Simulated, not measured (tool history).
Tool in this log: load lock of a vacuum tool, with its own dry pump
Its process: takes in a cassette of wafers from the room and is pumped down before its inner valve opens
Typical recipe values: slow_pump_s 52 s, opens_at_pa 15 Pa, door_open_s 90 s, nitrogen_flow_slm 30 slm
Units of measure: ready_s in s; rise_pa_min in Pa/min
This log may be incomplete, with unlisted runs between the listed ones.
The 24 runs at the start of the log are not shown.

run,hour,slow_pump_s,opens_at_pa,door_open_s,nitrogen_flow_slm,"incoming humidity of the room's air, %",ready_s,rise_pa_min
25,7260.3,100,15,116,7,45.6,130.5,0.071
26,7650.1,89,15,135,8,45.6,120.8,0.073
27,7898.3,52,23,149,42,44.4,87.1,0.042
28,8242.2,53,15,140,14,45.8,89.9,0.063
29,8469,53,15,140,14,45.7,90.2,0.066
30,8909.4,53,15,140,14,46.5,90.7,0.061
31,9180.1,53,15,72,15,48.7,90.5,0.052
32,9577.1,35,19,194,42,44,72.7,0.04
33,9949.6,35,19,194,42,44.6,72.6,0.045

Run 34 comes next. What will it give?
34,10175.2,45,15,67,22,45.1,?,?

{"run 34": {"ready_s": 83, "rise_pa_min": 0.04}}
Were there no unlogged condition in the tool, this run, its random variation unchanged, would have produced ready_s 83 s, rise_pa_min 0.039 Pa/min.
